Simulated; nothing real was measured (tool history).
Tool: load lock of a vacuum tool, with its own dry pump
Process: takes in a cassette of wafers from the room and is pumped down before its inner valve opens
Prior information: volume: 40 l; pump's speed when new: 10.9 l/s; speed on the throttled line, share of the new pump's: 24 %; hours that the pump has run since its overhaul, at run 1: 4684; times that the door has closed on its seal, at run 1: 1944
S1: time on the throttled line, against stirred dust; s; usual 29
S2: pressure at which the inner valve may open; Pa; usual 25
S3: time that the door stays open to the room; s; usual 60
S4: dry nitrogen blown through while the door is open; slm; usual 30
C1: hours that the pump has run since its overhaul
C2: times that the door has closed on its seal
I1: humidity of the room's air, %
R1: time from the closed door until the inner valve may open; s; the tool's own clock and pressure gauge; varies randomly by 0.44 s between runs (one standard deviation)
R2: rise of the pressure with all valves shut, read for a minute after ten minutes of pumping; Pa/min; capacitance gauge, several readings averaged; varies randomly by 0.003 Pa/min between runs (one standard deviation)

run 1 hour=0 | S1=29 S2=25 S3=60 S4=30 | C1=4684 C2=1944 | I1=45.6 | R1=54.3 R2=0.028
run 2 hour=170.7 | S1=29 S2=25 S3=60 S4=30 | C1=4855 C2=2429 | I1=41.8 | R1=55.6 R2=0.031
run 3 hour=313.1 | S1=29 S2=25 S3=60 S4=30 | C1=4997 C2=2833 | I1=46.3 | R1=54.9 R2=0.031
run 4 hour=483.5 | S1=29 S2=25 S3=60 S4=8 | C1=5168 C2=3317 | I1=44.1 | R1=54.2 R2=0.051
run 5 hour=633.9 | S1=29 S2=25 S3=60 S4=8 | C1=5318 C2=3744 | I1=45.2 | R1=54.2 R2=0.049
run 6 hour=707.8 | S1=29 S2=25 S3=60 S4=30 | C1=5392 C2=3954 | I1=45.4 | R1=54.3 R2=0.037
run 7 hour=831.2 | S1=29 S2=25 S3=60 S4=30 | C1=5515 C2=4304 | I1=43.2 | R1=54.4 R2=0.032
run 8 hour=909 | S1=29 S2=25 S3=60 S4=30 | C1=5593 C2=4525 | I1=45.9 | R1=54.4 R2=0.032
run 9 hour=1037.7 | S1=29 S2=25 S3=60 S4=30 | C1=5722 C2=4891 | I1=45 | R1=54.5 R2=0.036
run 10 hour=1136.5 | S1=29 S2=25 S3=65 S4=30 | C1=5821 C2=5171 | I1=42 | R1=55.6 R2=0.035
run 11 hour=1254.5 | S1=29 S2=25 S3=65 S4=30 | C1=5939 C2=5506 | I1=44.9 | R1=55.8 R2=0.031
run 12 hour=1356 | S1=29 S2=25 S3=60 S4=30 | C1=6040 C2=5794 | I1=41.6 | R1=54.5 R2=0.037
run 13 hour=1490.4 | S1=32 S2=25 S3=60 S4=30 | C1=6175 C2=6176 | I1=45.9 | R1=57.8 R2=0.039
run 14 hour=1591.6 | S1=32 S2=25 S3=60 S4=30 | C1=6276 C2=6463 | I1=43.8 | R1=57 R2=0.037
run 15 hour=1764.6 | S1=32 S2=25 S3=60 S4=30 | C1=6449 C2=6955 | I1=45.2 | R1=56.5 R2=0.037
run 16 hour=1881.9 | S1=38 S2=25 S3=60 S4=30 | C1=6566 C2=7288 | I1=46 | R1=62.1 R2=0.038
run 17 hour=2005.8 | S1=38 S2=25 S3=60 S4=30 | C1=6690 C2=7640 | I1=45 | R1=61.8 R2=0.042
run 18 hour=2125.2 | S1=38 S2=25 S3=60 S4=30 | C1=6809 C2=7979 | I1=45.3 | R1=62.1 R2=0.044
run 19 hour=2221.2 | S1=38 S2=25 S3=60 S4=30 | C1=6905 C2=8251 | I1=46.6 | R1=62.8 R2=0.045
run 20 hour=2318.4 | S1=36 S2=38 S3=60 S4=16 | C1=7003 C2=8527 | I1=44.2 | R1=58.3 R2=0.051
run 21 hour=2468.1 | S1=20 S2=26 S3=41 S4=8 | C1=7152 C2=8952 | I1=48.6 | R1=48.3 R2=0.054
run 22 hour=2561.7 | S1=20 S2=26 S3=41 S4=8 | C1=7246 C2=9218 | I1=48.6 | R1=48.1 R2=0.056
run 23 hour=2682.3 | S1=17 S2=41 S3=171 S4=30 | C1=7367 C2=9561 | I1=45.6 | R1=44.7 R2=0.07
run 24 hour=2768.8 | S1=17 S2=41 S3=171 S4=30 | C1=7453 C2=9806 | I1=42.4 | R1=44.5 R2=0.064
run 25 hour=2841 | S1=38 S2=41 S3=105 S4=9 | C1=7525 C2=10011 | I1=47.6 | R1=59.9 R2=0.08
run 26 hour=3000 | S1=28 S2=35 S3=45 S4=30 | C1=7684 C2=10463 | I1=43 | R1=53.4 R2=0.042
run 27 hour=3101.4 | S1=37 S2=42 S3=106 S4=30 | C1=7786 C2=10751 | I1=39.6 | R1=59.2 R2=0.052
run 28 hour=3268.8 | S1=37 S2=42 S3=106 S4=30 | C1=7953 C2=11226 | I1=50.2 | R1=59.9 R2=0.064
run 29 hour=3383 | S1=37 S2=42 S3=106 S4=30 | C1=8067 C2=11550 | I1=44.9 | R1=59 R2=0.059
run 30 hour=3480.3 | S1=24 S2=25 S3=38 S4=30 | C1=8164 C2=11826 | I1=47.9 | R1=51.4 R2=0.046
run 31 hour=3628.3 | S1=43 S2=39 S3=86 S4=30 | C1=8313 C2=12247 | I1=43.4 | R1=63.6 R2=0.057
run 32 hour=3751.4 | S1=42 S2=46 S3=200 S4=27 | C1=8436 C2=12597 | I1=42.3 | R1=63 R2=0.084
run 33 hour=3839.2 | S1=17 S2=37 S3=60 S4=35 | C1=8523 C2=12846 | I1=45.7 | R1=45 R2=0.047
run 34 hour=3952.1 | S1=17 S2=37 S3=213 S4=8 | C1=8636 C2=13166 | I1=44.7 | R1=46.1 R2=0.138
run 35 hour=4107.1 | S1=30 S2=26 S3=64 S4=24 | C1=8791 C2=13606 | I1=49.1 | R1=55.7 R2=0.066
run 36 hour=4255 | S1=15 S2=22 S3=60 S4=30 | C1=8939 C2=14027 | I1=47 | R1=46.3 R2=0.057
run 37 hour=4412.3 | S1=15 S2=22 S3=60 S4=7 | C1=9097 C2=14473 | I1=47.1 | R1=47.1 R2=0.085

4 ways to go on from here, each from the tool as it stands after run 37. What would each give?
run A hour=4569.3 | S1=15 S2=22 S3=199 S4=39 | C1=9254 C2=14919 | I1=42.2 | R1=? R2=?
run B hour=4569.3 | S1=15 S2=39 S3=132 S4=16 | C1=9254 C2=14919 | I1=48.8 | R1=? R2=?
run C hour=4569.3 | S1=29 S2=25 S3=231 S4=30 | C1=9254 C2=14919 | I1=47.7 | R1=? R2=?
run D hour=4569.3 | S1=15 S2=24 S3=120 S4=7 | C1=9254 C2=14919 | I1=45.4 | R1=? R2=?

run=A R1=46.9 R2=0.08
run=B R1=43.2 R2=0.1
run=C R1=55.1 R2=0.103
run=D R1=45.2 R2=0.109
Take away the tool's hidden state, keep each run's random variation, and the runs would have read:
run=A R1=42.9 R2=0.046
run=B R1=39.6 R2=0.067
run=C R1=51.8 R2=0.069
run=D R1=41.3 R2=0.076
